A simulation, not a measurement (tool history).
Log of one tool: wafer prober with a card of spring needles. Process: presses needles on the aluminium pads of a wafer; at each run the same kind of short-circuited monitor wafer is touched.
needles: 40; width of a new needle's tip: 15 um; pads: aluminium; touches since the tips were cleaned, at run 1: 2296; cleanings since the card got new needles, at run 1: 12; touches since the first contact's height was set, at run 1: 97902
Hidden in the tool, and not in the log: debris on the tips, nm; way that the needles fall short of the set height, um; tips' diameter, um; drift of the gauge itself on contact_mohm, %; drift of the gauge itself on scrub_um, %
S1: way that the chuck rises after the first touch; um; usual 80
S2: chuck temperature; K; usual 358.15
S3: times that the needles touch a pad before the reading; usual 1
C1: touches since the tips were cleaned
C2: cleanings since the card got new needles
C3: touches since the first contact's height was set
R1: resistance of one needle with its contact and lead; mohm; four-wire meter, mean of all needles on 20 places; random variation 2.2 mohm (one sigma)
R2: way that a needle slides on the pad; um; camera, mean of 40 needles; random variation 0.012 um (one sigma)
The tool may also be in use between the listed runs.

Run 1, day 0: usual settings; C1 2296; C2 12; C3 97902. Result: R1 252 mohm, R2 10.31 um.
At day 0.433: tips cleaned on abrasive film.
Run 2, day 0.621: usual settings; C1 2547; C2 13; C3 106307. Result: R1 249 mohm, R2 10.33 um.
At day 0.992: tips cleaned on abrasive film.
Run 3, day 1.167: usual settings; C1 2364; C2 14; C3 113725. Result: R1 249 mohm, R2 10.31 um.
At day 1.588: tips cleaned on abrasive film.
Run 4, day 1.621: usual settings; C1 448; C2 15; C3 119880. Result: R1 256 mohm, R2 10.31 um.
At day 2.171: tips cleaned on abrasive film.
Run 5, day 2.279: usual settings; C1 1515; C2 16; C3 128843. Result: R1 248 mohm, R2 10.27 um.
At day 2.742: tips cleaned on abrasive film.
Run 6, day 2.879: usual settings but S1 96 um; C1 1879; C2 17; C3 136952. Result: R1 250 mohm, R2 12.34 um.
At day 2.988: height of the first contact set anew.
At day 3.321: tips cleaned on abrasive film.
Run 7, day 3.4: usual settings but S1 96 um; C1 1031; C2 18; C3 5583. Result: R1 250 mohm, R2 12.33 um.
Run 8, day 3.775: usual settings but S1 62 um; C1 6180; C2 18; C3 10732. Result: R1 256 mohm, R2 7.95 um.
At day 3.888: tips cleaned on abrasive film.
Run 9, day 4.429: usual settings but S1 74 um, S2 378.15 K; C1 7410; C2 19; C3 19625. Result: R1 263 mohm, R2 9.48 um.
At day 4.471: tips cleaned on abrasive film.
Run 10, day 4.979: usual settings but S1 72 um, S2 344.15 K, S3 2; C1 6964; C2 20; C3 27079. Result: R1 251 mohm, R2 9.2 um.

Run 11 comes next. What will it give?
At day 5.038: tips cleaned on abrasive film.
At day 5.596: tips cleaned on abrasive film.
Run 11, day 5.646: usual settings but S1 65 um, S2 343.15 K, S3 2; C1 676; C2 22; C3 36047. Result: R1 ?, R2 ?.

R1: 253 mohm
R2: 8.3 um
Without the tool's hidden state the same run would have given R1 252 mohm, R2 8.38 um.

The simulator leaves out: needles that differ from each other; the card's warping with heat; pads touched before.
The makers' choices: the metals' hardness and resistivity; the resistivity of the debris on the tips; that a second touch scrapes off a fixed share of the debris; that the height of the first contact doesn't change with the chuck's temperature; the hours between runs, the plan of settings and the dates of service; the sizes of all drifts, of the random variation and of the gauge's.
